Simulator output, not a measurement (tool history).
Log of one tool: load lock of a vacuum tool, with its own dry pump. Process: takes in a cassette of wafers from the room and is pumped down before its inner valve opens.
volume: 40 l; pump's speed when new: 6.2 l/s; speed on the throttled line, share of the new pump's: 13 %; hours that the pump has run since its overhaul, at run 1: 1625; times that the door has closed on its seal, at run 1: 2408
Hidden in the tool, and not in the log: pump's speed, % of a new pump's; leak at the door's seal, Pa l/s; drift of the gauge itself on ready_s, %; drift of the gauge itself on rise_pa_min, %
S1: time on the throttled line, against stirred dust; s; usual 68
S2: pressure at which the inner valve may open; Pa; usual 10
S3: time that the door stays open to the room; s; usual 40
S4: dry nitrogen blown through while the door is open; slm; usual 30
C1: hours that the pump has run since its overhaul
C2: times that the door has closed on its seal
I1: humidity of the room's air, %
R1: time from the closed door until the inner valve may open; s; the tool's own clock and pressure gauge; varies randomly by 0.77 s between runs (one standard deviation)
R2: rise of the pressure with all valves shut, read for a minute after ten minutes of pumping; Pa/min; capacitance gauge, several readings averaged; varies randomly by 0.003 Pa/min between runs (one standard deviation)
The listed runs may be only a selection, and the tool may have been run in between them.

run	hour	S1	S2	S3	S4	C1	C2	I1	R1	R2
1	0	68	10	40	30	1625	2408	46.4	118.7	0.007
2	167.5	68	10	48	30	1792	2954	44.7	119.6	0.007
3	361.3	68	10	40	30	1986	3586	45.8	119.1	0.008
4	552.3	68	13	40	30	2177	4209	46.2	118.1	0.011
5	908.2	68	10	40	30	2533	5369	42.9	119.2	0.007
6	1243.1	68	10	40	30	2868	6461	46.9	118.8	0.01
7	1429.1	68	10	40	30	3054	7068	44.3	118.9	0.013
8	1765.7	68	10	40	30	3390	8165	46	118	0.006
9	2038.4	79	10	40	30	3663	9054	44.7	128.1	0.012
10	2388.8	79	10	40	30	4014	10197	46.9	129.2	0.011
11	2590.5	79	10	40	30	4215	10855	46.7	128.9	0.015
12	2897.4	79	10	40	30	4522	11855	45.1	127.4	0.013
13	3281.1	79	10	40	30	4906	13106	45.5	127.3	0.009
14	3437.5	79	10	40	30	5062	13616	45.1	128.3	0.008
15	3693.8	79	10	40	44	5319	14452	42	129.1	0.009
16	3991.6	79	10	40	44	5616	15423	46.3	129.3	0.012
17	4238.8	79	10	40	44	5864	16229	48.9	127.9	0.019
18	4443.6	68	10	40	30	6068	16897	43.2	118.5	0.012
19	4675.3	72	7	120	5	6300	17652	46	125.7	0.031
20	4969.9	72	7	120	5	6595	18613	44.6	124.1	0.02
21	5320.4	68	10	171	30	6945	19756	43.4	119	0.011
22	5493.6	68	10	127	30	7118	20321	45.5	117.8	0.012
23	5751.3	68	10	40	44	7376	21161	43.7	118.5	0.01
24	6138	68	10	40	44	7763	22422	43.2	119.3	0.009
25	6309.9	68	10	26	6	7935	22982	45.3	117.9	0.018
26	6622.6	68	10	182	6	8247	24002	45.5	118.9	0.031
27	6786.3	68	10	182	6	8411	24536	43.1	119.4	0.031
28	6969.6	68	10	182	6	8594	25133	42	118.4	0.027
29	7315.3	68	10	182	6	8940	26261	44.6	118.9	0.028
30	7500.1	68	10	182	4	9125	26863	44.6	117.7	0.035
31	7799.1	96	10	49	30	9424	27838	45	144.9	0.013
32	8125.7	47	10	28	30	9750	28903	44.1	100.9	0.009
33	8434.9	48	10	40	30	10060	29911	42.7	102	0.005
34	8781.7	48	10	35	30	10406	31042	44.8	101.4	0.01
35	9168.7	107	8	146	12	10793	32304	42	156.1	0.023
36	9411.1	107	8	146	12	11036	33094	43.2	154	0.022

4 options for the next run, each taken on its own from the tool as it stands now. Forecast them:
# hour 9445.3: door's seal changed, seat wiped
A	9740	68	18	40	7	11363	961	43.6	?	?
# hour 9445.3: door's seal changed, seat wiped
B	9740	78	10	40	30	11363	961	46.7	?	?
# hour 9445.3: door's seal changed, seat wiped
C	9740	37	12	146	15	11363	961	41.8	?	?
# hour 9445.3: door's seal changed, seat wiped
D	9740	37	7	31	12	11363	961	50.4	?	?

run	R1	R2
A	115.4	0.023
B	128.7	0.003
C	89.5	0.019
D	93.2	0.02
With no hidden state in the tool, these same runs would have given:
run	R1	R2
A	115.3	0.022
B	128.7	0.003
C	89.4	0.019
D	93.1	0.02

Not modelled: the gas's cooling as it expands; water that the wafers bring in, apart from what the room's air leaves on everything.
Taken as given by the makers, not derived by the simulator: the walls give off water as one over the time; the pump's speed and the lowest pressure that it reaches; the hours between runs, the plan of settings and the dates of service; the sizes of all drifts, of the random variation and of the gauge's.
